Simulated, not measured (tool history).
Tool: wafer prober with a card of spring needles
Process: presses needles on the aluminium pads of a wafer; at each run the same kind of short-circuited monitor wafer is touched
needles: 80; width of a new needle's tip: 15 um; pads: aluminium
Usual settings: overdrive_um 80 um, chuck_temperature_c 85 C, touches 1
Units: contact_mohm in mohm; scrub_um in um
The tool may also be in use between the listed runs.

run,hour,overdrive_um,chuck_temperature_c,touches,contact_mohm,scrub_um
1,0.0,80,85,1,233,10.92
# hour 18.0: tips cleaned on abrasive film
2,22.8,80,85,1,233,10.94
# hour 36.0: tips cleaned on abrasive film
3,46.7,80,85,1,237,10.95
# hour 53.7: tips cleaned on abrasive film
4,69.1,80,110,1,240,10.95
# hour 71.2: tips cleaned on abrasive film
5,84.5,80,110,1,236,10.92
# hour 88.4: tips cleaned on abrasive film
6,103.5,80,110,1,241,10.95
# hour 104.9: tips cleaned on abrasive film
7,115.8,80,110,1,240,10.96
# hour 122.3: tips cleaned on abrasive film
8,127.5,80,110,1,240,10.97
# hour 138.8: tips cleaned on abrasive film
9,151.1,80,110,1,241,11.00
# hour 156.8: tips cleaned on abrasive film
10,166.5,80,110,1,244,11.00
# hour 174.0: tips cleaned on abrasive film
# hour 191.3: tips cleaned on abrasive film
11,191.3,80,110,1,236,11.04
12,206.5,80,110,1,241,11.01
# hour 208.9: tips cleaned on abrasive film
# hour 225.5: tips cleaned on abrasive film
# hour 227.9: height of the first contact set anew
13,229.0,74,85,1,234,10.20
# hour 242.2: tips cleaned on abrasive film
14,249.4,74,85,1,232,10.19
# hour 259.2: tips cleaned on abrasive film
15,268.9,80,85,1,234,11.04
# hour 276.6: tips cleaned on abrasive film
16,291.8,80,85,1,236,11.05
# hour 294.0: tips cleaned on abrasive film
17,304.2,80,59,2,226,11.06
# hour 312.3: tips cleaned on abrasive film
18,314.6,93,68,3,231,12.85
19,325.2,93,68,3,225,12.86
# hour 330.2: tips cleaned on abrasive film
# hour 339.9: gauge calibrated
20,343.3,93,68,3,228,12.68
# hour 346.9: tips cleaned on abrasive film
21,358.6,69,85,1,237,9.43
# hour 363.7: tips cleaned on abrasive film
22,372.8,73,77,2,237,9.98
# hour 381.0: tips cleaned on abrasive film
23,396.5,73,77,2,232,9.98
# hour 398.7: tips cleaned on abrasive film
24,410.0,80,85,1,230,10.96
# hour 416.2: tips cleaned on abrasive film
25,420.5,80,27,3,218,10.92

Run 26 comes next. What will it give?
# hour 433.1: tips cleaned on abrasive film
26,435.3,80,51,1,?,?

{"run 26": {"contact_mohm": 226, "scrub_um": 10.96}}
Without the tool's hidden state the same run would have given contact_mohm 226 mohm, scrub_um 10.92 um.

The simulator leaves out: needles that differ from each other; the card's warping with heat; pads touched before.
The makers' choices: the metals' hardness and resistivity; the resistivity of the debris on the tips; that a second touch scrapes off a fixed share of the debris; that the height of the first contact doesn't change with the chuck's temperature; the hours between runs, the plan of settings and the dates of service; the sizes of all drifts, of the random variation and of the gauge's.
